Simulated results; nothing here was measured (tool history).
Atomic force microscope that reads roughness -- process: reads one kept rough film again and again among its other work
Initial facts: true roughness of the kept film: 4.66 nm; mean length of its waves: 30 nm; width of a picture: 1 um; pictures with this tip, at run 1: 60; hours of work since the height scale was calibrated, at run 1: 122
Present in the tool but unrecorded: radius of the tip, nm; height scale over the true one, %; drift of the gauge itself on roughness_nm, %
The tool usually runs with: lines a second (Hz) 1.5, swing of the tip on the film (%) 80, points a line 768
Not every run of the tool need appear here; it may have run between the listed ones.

run	day	lines a second (Hz)	swing of the tip on the film (%)	points a line	pictures with this tip	hours of work since the height scale was calibrated	roughness of the kept film (nm (root mean square))
1	0	1.5	80	768	60	122	3.508
2	0.425	1.5	80	768	68	126	3.463
3	0.838	1.5	80	689	75	130	3.404
4	1.288	1.65	80	768	82	135	3.353
5	1.742	1.65	80	768	90	139	3.314
6	1.996	1.5	66	768	94	142	3.493
7	2.358	1.56	80	768	100	145	3.318
8	2.842	1.56	80	768	108	150	3.256
9	3.312	1.5	80	768	116	155	3.248
10	3.55	1.5	80	545	120	157	3.213
11	4.004	1.5	80	545	128	161	3.183
12	4.517	1.5	80	768	137	167	3.159
# day 4.588: height scale calibrated on a step standard
13	4.858	2.05	80	887	142	3	3.036
14	5.175	2.05	80	887	147	6	3.019
15	5.529	2.05	80	454	153	9	3.011
16	5.817	0.84	74	516	158	12	3.219
17	6.092	2.07	74	969	162	15	3.06
18	6.529	2.07	74	969	170	19	3.035
# day 6.896: height scale calibrated on a step standard, once more
19	7.071	2.07	74	969	178	2	2.97
20	7.588	0.63	84	604	187	7	3.072
# day 7.733: new tip fitted
21	7.817	0.63	84	604	1	9	4.02
22	8.308	1.96	63	372	10	14	3.909
23	8.712	1.26	80	768	16	18	3.818
24	8.983	1.5	65	536	21	20	3.908

Some steps in roughness of the kept film (nm (root mean square)), run to run, broken into two amounts with sign: the step expected even without the hidden condition (settings, incoming material, random variation), and the rest, left for the hidden condition together with whatever gauge scatter is not in both the measured and the hidden-condition-free result:
Run 15 -> 16: lines a second (Hz) 2.05 -> 0.84, swing of the tip on the film (%) 80 -> 74, points a line 454 -> 516. roughness of the kept film (nm (root mean square)) +0.208: hidden state -0.078, all else +0.286.
Run 20 -> 21: new tip fitted. roughness of the kept film (nm (root mean square)) +0.948: hidden state +0.917, all else +0.031.

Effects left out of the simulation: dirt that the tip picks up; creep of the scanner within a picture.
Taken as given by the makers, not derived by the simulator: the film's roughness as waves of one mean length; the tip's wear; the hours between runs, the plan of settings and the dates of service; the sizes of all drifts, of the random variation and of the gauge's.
